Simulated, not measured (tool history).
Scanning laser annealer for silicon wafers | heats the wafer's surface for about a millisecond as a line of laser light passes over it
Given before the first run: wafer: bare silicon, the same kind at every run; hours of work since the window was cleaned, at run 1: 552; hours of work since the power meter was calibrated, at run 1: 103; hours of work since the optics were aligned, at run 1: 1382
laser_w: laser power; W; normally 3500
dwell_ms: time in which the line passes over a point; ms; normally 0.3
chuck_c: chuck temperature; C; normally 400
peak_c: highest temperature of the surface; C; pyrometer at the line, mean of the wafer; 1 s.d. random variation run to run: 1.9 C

run   hour  laser_w  dwell_ms  chuck_c  hours of work since the window was cleaned  hours of work since the power meter was calibrated  hours of work since the optics were aligned  peak_c
  1      0     3500       0.3      400                                         552                                                 103                                         1382    1118
  2      9     3500       0.3      400                                         557                                                 108                                         1386    1115
  3   20.1     3694       0.3      400                                         562                                                 114                                         1392    1163
  4   36.4     3500     0.315      400                                         571                                                 123                                         1401    1131
  5   43.6     3500     0.315      400                                         575                                                 126                                         1405    1132
  6   56.2     3500     0.315      400                                         581                                                 133                                         1411    1132
  7   69.4     3500     0.315      400                                         588                                                 140                                         1418    1131
  8   78.4     3500       0.3      400                                         593                                                 145                                         1423    1114
  9   85.7     3500       0.3      400                                         597                                                 148                                         1427    1116
 10     99     2983       0.3      400                                         604                                                 155                                         1434     994
 11  113.5     2983       0.3      400                                         611                                                 163                                         1441     994
 12  129.9     2983       0.3      400                                         620                                                 172                                         1450     998
 13    141     2983       0.3      400                                         626                                                 177                                         1456     997
 14  148.4     2983       0.3      400                                         630                                                 181                                         1459     996
 15  164.5     3797     0.367      405                                         638                                                 190                                         1468    1273
 16  175.1     3500     0.284      399                                         644                                                 195                                         1473    1095
 17  187.1     3500     0.212      400                                         650                                                 202                                         1480    1006
 18  199.5     3178     0.337      400                                         656                                                 208                                         1486    1077
 19  213.1     3178     0.337      400                                         664                                                 215                                         1493    1078

Run 20 comes next. What will it give?
 20   226     3633     0.223      384                                         670                                                 222                                         1500       ?

{"run 20": {"peak_c": 1030}}
Were there no unlogged condition in the tool, this run, its random variation unchanged, would have produced peak_c 1030 C.
